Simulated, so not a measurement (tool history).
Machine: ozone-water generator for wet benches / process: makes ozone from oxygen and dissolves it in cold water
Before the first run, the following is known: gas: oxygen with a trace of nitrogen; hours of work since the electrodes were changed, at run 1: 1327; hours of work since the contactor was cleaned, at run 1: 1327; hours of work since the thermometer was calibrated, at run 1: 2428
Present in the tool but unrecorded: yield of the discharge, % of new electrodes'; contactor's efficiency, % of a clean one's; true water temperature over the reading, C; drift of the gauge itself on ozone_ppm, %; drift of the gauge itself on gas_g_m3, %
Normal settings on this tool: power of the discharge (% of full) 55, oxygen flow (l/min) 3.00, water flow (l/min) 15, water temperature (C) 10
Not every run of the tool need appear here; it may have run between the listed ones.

| run | hour | power of the discharge (% of full) | oxygen flow (l/min) | water flow (l/min) | water temperature (C) | hours of work since the electrodes were changed | hours of work since the contactor was cleaned | hours of work since the thermometer was calibrated | dissolved ozone (ppm) | ozone in the gas ahead of the water (g/m3) |
|---|---|---|---|---|---|---|---|---|---|---|
| 1 | 0.0 | 55 | 3.00 | 15 | 10 | 1327 | 1327 | 2428 | 20.2 | 206.2 |
| 2 | 109.6 | 55 | 3.50 | 15 | 10 | 1397 | 1397 | 2498 | 20.4 | 186.3 |
| 3 | 207.2 | 55 | 3.50 | 15 | 10 | 1460 | 1460 | 2561 | 20.5 | 185.1 |
| 4 | 322.4 | 55 | 3.00 | 23 | 10 | 1533 | 1533 | 2635 | 13.2 | 205.5 |
| 5 | 422.3 | 55 | 3.00 | 23 | 10 | 1597 | 1597 | 2698 | 13.4 | 206.2 |
| 6 | 478.9 | 55 | 3.00 | 12 | 10 | 1633 | 1633 | 2735 | 24.8 | 203.4 |
| 7 | 595.2 | 55 | 3.00 | 12 | 10 | 1708 | 1708 | 2809 | 24.5 | 203.4 |
| 8 | 705.9 | 55 | 3.00 | 15 | 10 | 1779 | 1779 | 2880 | 20.1 | 203.1 |
| 9 | 810.2 | 55 | 3.00 | 15 | 10 | 1845 | 1845 | 2947 | 19.8 | 202.6 |
| 10 | 904.4 | 55 | 3.00 | 15 | 10 | 1906 | 1906 | 3007 | 20.1 | 202.7 |
| 11 | 970.9 | 55 | 3.00 | 15 | 10 | 1948 | 1948 | 3049 | 19.8 | 201.7 |
| 12 | 1058.8 | 55 | 3.00 | 15 | 10 | 2004 | 2004 | 3106 | 20.0 | 203.2 |
| 13 | 1147.5 | 55 | 3.00 | 15 | 10 | 2061 | 2061 | 3162 | 20.2 | 203.4 |
| 14 | 1246.3 | 55 | 3.00 | 15 | 10 | 2124 | 2124 | 3225 | 20.0 | 202.7 |
| 15 | 1343.9 | 55 | 3.00 | 15 | 10 | 2187 | 2187 | 3288 | 19.8 | 203.9 |
| 16 | 1446.9 | 55 | 3.00 | 15 | 10 | 2253 | 2253 | 3354 | 19.8 | 202.9 |
| 17 | 1501.9 | 55 | 3.00 | 15 | 10 | 2288 | 2288 | 3389 | 19.7 | 205.9 |
| 18 | 1628.0 | 55 | 3.00 | 15 | 10 | 2368 | 2368 | 3470 | 19.9 | 202.9 |
| 19 | 1739.0 | 55 | 3.00 | 15 | 10 | 2439 | 2439 | 3541 | 19.6 | 202.1 |
| 20 | 1830.0 | 55 | 5.09 | 14 | 10 | 2498 | 2498 | 3599 | 20.7 | 146.1 |
| 21 | 1944.8 | 55 | 5.09 | 14 | 10 | 2571 | 2571 | 3672 | 20.7 | 143.6 |
|  | 1971.0 | water thermometer calibrated |
| 22 | 2044.3 | 55 | 5.09 | 14 | 10 | 2634 | 2634 | 47 | 20.8 | 145.7 |
| 23 | 2120.6 | 56 | 3.38 | 16 | 6 | 2683 | 2683 | 96 | 19.5 | 188.8 |
| 24 | 2214.5 | 56 | 3.38 | 16 | 6 | 2743 | 2743 | 156 | 19.7 | 189.5 |
| 25 | 2273.9 | 79 | 1.61 | 10 | 17 | 2781 | 2781 | 194 | 32.4 | 380.5 |
| 26 | 2360.0 | 55 | 3.00 | 20 | 10 | 2836 | 2836 | 249 | 14.8 | 200.8 |
| 27 | 2420.7 | 70 | 1.62 | 15 | 14 | 2875 | 2875 | 288 | 20.9 | 343.9 |
| 28 | 2547.6 | 55 | 3.00 | 22 | 7 | 2956 | 2956 | 369 | 13.8 | 202.0 |
| 29 | 2615.0 | 82 | 3.00 | 15 | 10 | 2999 | 2999 | 412 | 25.2 | 261.4 |
| 30 | 2738.7 | 82 | 2.97 | 15 | 10 | 3078 | 3078 | 491 | 25.3 | 263.9 |
| 31 | 2821.5 | 55 | 4.41 | 15 | 10 | 3131 | 3131 | 544 | 19.5 | 158.7 |
| 32 | 2917.0 | 62 | 3.01 | 20 | 10 | 3192 | 3192 | 605 | 16.1 | 215.1 |
| 33 | 3042.5 | 49 | 3.75 | 20 | 9 | 3273 | 3273 | 685 | 14.0 | 159.9 |
| 34 | 3159.7 | 49 | 5.18 | 9 | 9 | 3348 | 3348 | 760 | 26.1 | 132.3 |

How would selected steps in dissolved ozone (ppm) from run to run divide? Give the signed amount a tool lacking its hidden state would still show from settings, what came in and random variation, and the signed amount left for the hidden state, including any gauge scatter that is not in both of the compared results.
Run 24 -> 25: power of the discharge (% of full) 56 -> 79, oxygen flow (l/min) 3.38 -> 1.61, water flow (l/min) 16 -> 10, water temperature (C) 6 -> 17. dissolved ozone (ppm) +12.7: hidden state -1.1, all else +13.8.
Run 25 -> 26: power of the discharge (% of full) 79 -> 55, oxygen flow (l/min) 1.61 -> 3.00, water flow (l/min) 10 -> 20, water temperature (C) 17 -> 10. dissolved ozone (ppm) -17.6: hidden state +1.4, all else -19.0.
Run 28 -> 29: power of the discharge (% of full) 55 -> 82, water flow (l/min) 22 -> 15, water temperature (C) 7 -> 10. dissolved ozone (ppm) +11.4: hidden state -1.2, all else +12.6.
Run 33 -> 34: oxygen flow (l/min) 3.75 -> 5.18, water flow (l/min) 20 -> 9. dissolved ozone (ppm) +12.1: hidden state -0.8, all else +12.9.
